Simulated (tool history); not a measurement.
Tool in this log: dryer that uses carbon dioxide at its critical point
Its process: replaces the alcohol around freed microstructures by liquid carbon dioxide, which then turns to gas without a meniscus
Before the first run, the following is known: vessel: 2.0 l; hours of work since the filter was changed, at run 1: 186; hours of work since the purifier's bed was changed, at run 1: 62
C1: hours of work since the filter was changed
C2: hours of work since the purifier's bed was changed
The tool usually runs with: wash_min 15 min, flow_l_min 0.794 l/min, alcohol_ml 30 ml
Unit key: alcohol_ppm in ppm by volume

{"run": 1, "hour": 0.0, "wash_min": 15, "flow_l_min": 0.794, "alcohol_ml": 30, "C1": 186, "C2": 62, "alcohol_ppm": 129}
{"run": 2, "hour": 20.0, "wash_min": 15, "flow_l_min": 0.794, "alcohol_ml": 30, "C1": 196, "C2": 71, "alcohol_ppm": 124}
{"run": 3, "hour": 45.4, "wash_min": 15, "flow_l_min": 0.794, "alcohol_ml": 30, "C1": 207, "C2": 83, "alcohol_ppm": 123}
{"run": 4, "hour": 59.2, "wash_min": 15, "flow_l_min": 0.794, "alcohol_ml": 30, "C1": 214, "C2": 89, "alcohol_ppm": 128}
{"run": 5, "hour": 87.2, "wash_min": 15, "flow_l_min": 0.794, "alcohol_ml": 30, "C1": 227, "C2": 102, "alcohol_ppm": 127}
{"run": 6, "hour": 100.7, "wash_min": 15, "flow_l_min": 0.794, "alcohol_ml": 30, "C1": 233, "C2": 109, "alcohol_ppm": 140}
{"run": 7, "hour": 120.6, "wash_min": 15, "flow_l_min": 0.794, "alcohol_ml": 30, "C1": 242, "C2": 118, "alcohol_ppm": 141}
{"run": 8, "hour": 145.7, "wash_min": 15, "flow_l_min": 0.794, "alcohol_ml": 30, "C1": 254, "C2": 130, "alcohol_ppm": 150}
{"hour": 152.1, "done": "inlet filter changed"}
{"run": 9, "hour": 164.0, "wash_min": 15, "flow_l_min": 0.794, "alcohol_ml": 100, "C1": 6, "C2": 138, "alcohol_ppm": 299}
{"run": 10, "hour": 178.7, "wash_min": 15, "flow_l_min": 0.794, "alcohol_ml": 100, "C1": 12, "C2": 144, "alcohol_ppm": 302}
{"run": 11, "hour": 195.4, "wash_min": 15, "flow_l_min": 0.794, "alcohol_ml": 100, "C1": 20, "C2": 152, "alcohol_ppm": 305}
{"run": 12, "hour": 221.4, "wash_min": 15, "flow_l_min": 0.794, "alcohol_ml": 100, "C1": 32, "C2": 164, "alcohol_ppm": 325}
{"run": 13, "hour": 245.0, "wash_min": 15, "flow_l_min": 0.794, "alcohol_ml": 100, "C1": 43, "C2": 175, "alcohol_ppm": 326}
{"run": 14, "hour": 261.6, "wash_min": 15, "flow_l_min": 0.794, "alcohol_ml": 30, "C1": 51, "C2": 183, "alcohol_ppm": 110}
{"run": 15, "hour": 289.7, "wash_min": 15, "flow_l_min": 0.477, "alcohol_ml": 30, "C1": 64, "C2": 196, "alcohol_ppm": 786}
{"run": 16, "hour": 312.6, "wash_min": 12, "flow_l_min": 0.592, "alcohol_ml": 29, "C1": 75, "C2": 207, "alcohol_ppm": 742}
{"run": 17, "hour": 326.4, "wash_min": 15, "flow_l_min": 1.158, "alcohol_ml": 76, "C1": 81, "C2": 213, "alcohol_ppm": 60}
{"run": 18, "hour": 343.5, "wash_min": 14, "flow_l_min": 1.194, "alcohol_ml": 37, "C1": 89, "C2": 221, "alcohol_ppm": 56}
{"run": 19, "hour": 363.1, "wash_min": 23, "flow_l_min": 0.531, "alcohol_ml": 37, "C1": 98, "C2": 230, "alcohol_ppm": 152}
{"run": 20, "hour": 390.9, "wash_min": 13, "flow_l_min": 0.541, "alcohol_ml": 76, "C1": 111, "C2": 243, "alcohol_ppm": 2072}
{"run": 21, "hour": 423.1, "wash_min": 13, "flow_l_min": 0.541, "alcohol_ml": 76, "C1": 126, "C2": 258, "alcohol_ppm": 2075}
{"run": 22, "hour": 452.8, "wash_min": 17, "flow_l_min": 0.595, "alcohol_ml": 49, "C1": 140, "C2": 272, "alcohol_ppm": 405}
{"run": 23, "hour": 475.2, "wash_min": 17, "flow_l_min": 0.595, "alcohol_ml": 49, "C1": 150, "C2": 282, "alcohol_ppm": 397}
{"run": 24, "hour": 505.6, "wash_min": 11, "flow_l_min": 0.595, "alcohol_ml": 55, "C1": 164, "C2": 296, "alcohol_ppm": 1896}
{"run": 25, "hour": 531.7, "wash_min": 15, "flow_l_min": 0.794, "alcohol_ml": 30, "C1": 177, "C2": 309, "alcohol_ppm": 159}
{"run": 26, "hour": 547.0, "wash_min": 15, "flow_l_min": 0.794, "alcohol_ml": 22, "C1": 184, "C2": 316, "alcohol_ppm": 130}
{"run": 27, "hour": 561.7, "wash_min": 15, "flow_l_min": 0.794, "alcohol_ml": 22, "C1": 191, "C2": 323, "alcohol_ppm": 132}
{"run": 28, "hour": 590.5, "wash_min": 15, "flow_l_min": 0.794, "alcohol_ml": 22, "C1": 204, "C2": 336, "alcohol_ppm": 135}

5 options for the next run, each taken on its own from the tool as it stands now. Forecast them:
{"run": "A", "hour": 605.9, "wash_min": 16, "flow_l_min": 0.687, "alcohol_ml": 60, "C1": 211, "C2": 343, "alcohol_ppm": "?"}
{"run": "B", "hour": 605.9, "wash_min": 23, "flow_l_min": 0.48, "alcohol_ml": 43, "C1": 211, "C2": 343, "alcohol_ppm": "?"}
{"run": "C", "hour": 605.9, "wash_min": 19, "flow_l_min": 0.794, "alcohol_ml": 30, "C1": 211, "C2": 343, "alcohol_ppm": "?"}
{"run": "D", "hour": 605.9, "wash_min": 23, "flow_l_min": 0.794, "alcohol_ml": 22, "C1": 211, "C2": 343, "alcohol_ppm": "?"}
{"run": "E", "hour": 605.9, "wash_min": 12, "flow_l_min": 1.006, "alcohol_ml": 24, "C1": 211, "C2": 343, "alcohol_ppm": "?"}

run=A alcohol_ppm=394
run=B alcohol_ppm=308
run=C alcohol_ppm=89
run=D alcohol_ppm=61
run=E alcohol_ppm=131
Had the tool no hidden state, the same runs would have come out as:
run=A alcohol_ppm=255
run=B alcohol_ppm=191
run=C alcohol_ppm=24
run=D alcohol_ppm=5
run=E alcohol_ppm=56

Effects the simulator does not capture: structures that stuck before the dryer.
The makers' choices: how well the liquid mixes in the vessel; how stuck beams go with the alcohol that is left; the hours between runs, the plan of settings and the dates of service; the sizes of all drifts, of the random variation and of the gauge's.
